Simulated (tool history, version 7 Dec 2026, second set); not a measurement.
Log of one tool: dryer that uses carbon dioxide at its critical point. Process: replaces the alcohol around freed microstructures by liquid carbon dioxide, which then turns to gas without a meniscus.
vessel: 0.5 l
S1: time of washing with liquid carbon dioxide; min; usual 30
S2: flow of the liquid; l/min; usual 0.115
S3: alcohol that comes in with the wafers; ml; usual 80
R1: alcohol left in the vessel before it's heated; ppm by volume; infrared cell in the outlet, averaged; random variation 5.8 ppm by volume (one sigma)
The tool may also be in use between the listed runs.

| run | day | S1 | S2 | S3 | R1 |
|---|---|---|---|---|---|
| 1 | 0.000 | 30 | 0.115 | 80 | 290 |
| 2 | 0.371 | 30 | 0.115 | 80 | 289 |
| 3 | 0.738 | 30 | 0.115 | 101 | 357 |
| 4 | 1.071 | 30 | 0.115 | 101 | 376 |
| 5 | 1.546 | 30 | 0.115 | 36 | 146 |
| 6 | 2.079 | 30 | 0.115 | 36 | 145 |
|  | 2.312 | inlet filter changed |
| 7 | 2.583 | 30 | 0.115 | 54 | 148 |
| 8 | 3.262 | 30 | 0.115 | 116 | 328 |
| 9 | 3.775 | 36 | 0.115 | 80 | 90 |
| 10 | 4.242 | 36 | 0.115 | 80 | 84 |
| 11 | 4.675 | 36 | 0.115 | 80 | 89 |
| 12 | 5.179 | 36 | 0.176 | 62 | 28 |
| 13 | 5.779 | 36 | 0.176 | 62 | 28 |
| 14 | 6.367 | 36 | 0.176 | 62 | 35 |
| 15 | 6.879 | 32 | 0.195 | 56 | 30 |
| 16 | 7.167 | 38 | 0.073 | 80 | 1012 |
| 17 | 7.683 | 38 | 0.073 | 80 | 1026 |
| 18 | 8.129 | 30 | 0.109 | 80 | 369 |
| 19 | 8.796 | 38 | 0.105 | 26 | 61 |
| 20 | 9.329 | 30 | 0.090 | 109 | 1543 |
| 21 | 9.625 | 30 | 0.107 | 45 | 247 |
| 22 | 10.142 | 30 | 0.107 | 45 | 257 |

5 ways to go on from here, each from the tool as it stands after run 22. What would each give?
| A | 10.804 | 23 | 0.163 | 69 | ? |
| B | 10.804 | 26 | 0.115 | 80 | ? |
| C | 10.804 | 30 | 0.091 | 26 | ? |
| D | 10.804 | 29 | 0.115 | 91 | ? |
| E | 10.804 | 48 | 0.102 | 80 | ? |

| run | R1 |
|---|---|
| A | 130 |
| B | 630 |
| C | 384 |
| D | 381 |
| E | 57 |
Without the tool's hidden state the same runs would have given:
| run | R1 |
|---|---|
| A | 77 |
| B | 492 |
| C | 296 |
| D | 280 |
| E | 20 |
